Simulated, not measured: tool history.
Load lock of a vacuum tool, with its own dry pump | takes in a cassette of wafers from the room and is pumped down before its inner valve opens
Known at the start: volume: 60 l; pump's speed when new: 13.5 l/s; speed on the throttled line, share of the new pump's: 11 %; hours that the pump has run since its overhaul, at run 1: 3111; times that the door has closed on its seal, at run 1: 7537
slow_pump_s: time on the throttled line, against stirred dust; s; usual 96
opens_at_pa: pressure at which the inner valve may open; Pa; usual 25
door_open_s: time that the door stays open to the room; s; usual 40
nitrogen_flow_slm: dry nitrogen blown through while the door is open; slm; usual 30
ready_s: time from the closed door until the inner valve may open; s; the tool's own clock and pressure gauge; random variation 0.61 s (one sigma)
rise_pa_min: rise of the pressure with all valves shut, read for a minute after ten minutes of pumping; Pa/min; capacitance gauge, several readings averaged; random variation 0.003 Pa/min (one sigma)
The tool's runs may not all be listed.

run    hour  slow_pump_s  opens_at_pa  door_open_s  nitrogen_flow_slm  hours that the pump has run since its overhaul  times that the door has closed on its seal  incoming humidity of the room's air, %  ready_s  rise_pa_min
  1       0           96           25           40                 30                                            3111                                        7537                                    46.5      123        0.013
  2     375           96           25           40                 30                                            3486                                        9299                                    45.6    122.1         0.02
  3   783.9           96           25           40                 30                                            3895                                       11221                                      44    122.6         0.02
  4  1258.6           96           25           40                 30                                            4369                                       13452                                    43.2    122.5        0.018
  5  1497.5           96           25           40                 30                                            4608                                       14574                                    45.9    122.7        0.019
  6  2012.9           96           22           40                 30                                            5124                                       16996                                    46.4    123.1        0.016
  7  2406.7           96           29           40                 30                                            5517                                       18847                                    45.2    121.1        0.018
  8  2974.3           96           25           40                 30                                            6085                                       21514                                    45.7    122.5        0.017
     3183.6  -- door's seal changed, seat wiped
  9  3267.1           96           28           40                 30                                            6376                                         392                                    43.8    121.9        0.017
 10  3829.9           96           28           40                 30                                            6939                                        3037                                      47    122.3        0.014
 11  4073.1           96           36           40                 30                                            7182                                        4180                                    40.8    120.8        0.014
 12  4450.1           96           25           40                 38                                            7559                                        5952                                      46    123.1        0.012
 13  5000.3           49           21           85                  9                                            8109                                        8537                                    44.5       81        0.042
 14  5251.3           49           21          131                  9                                            8360                                        9717                                    45.6     81.6        0.055
 15  5722.8          109           29          185                 12                                            8832                                       11933                                    46.6    134.4        0.059
 16  6183.4          109           22          185                 23                                            9293                                       14097                                    44.3    134.7         0.04
 17  6432.4          109           22          185                 23                                            9542                                       15267                                    48.1    133.9        0.044

Forecast run 18:
     6702.7  -- dry pump taken out, an overhauled one fitted
 18  7000.3          106           22          211                 23                                             298                                       17908                                      44        ?            ?

Run 18 gave ready_s 132.5 s, rise_pa_min 0.045 Pa/min.
Without the tool's hidden state the same run would have given ready_s 132.5 s, rise_pa_min 0.043 Pa/min.

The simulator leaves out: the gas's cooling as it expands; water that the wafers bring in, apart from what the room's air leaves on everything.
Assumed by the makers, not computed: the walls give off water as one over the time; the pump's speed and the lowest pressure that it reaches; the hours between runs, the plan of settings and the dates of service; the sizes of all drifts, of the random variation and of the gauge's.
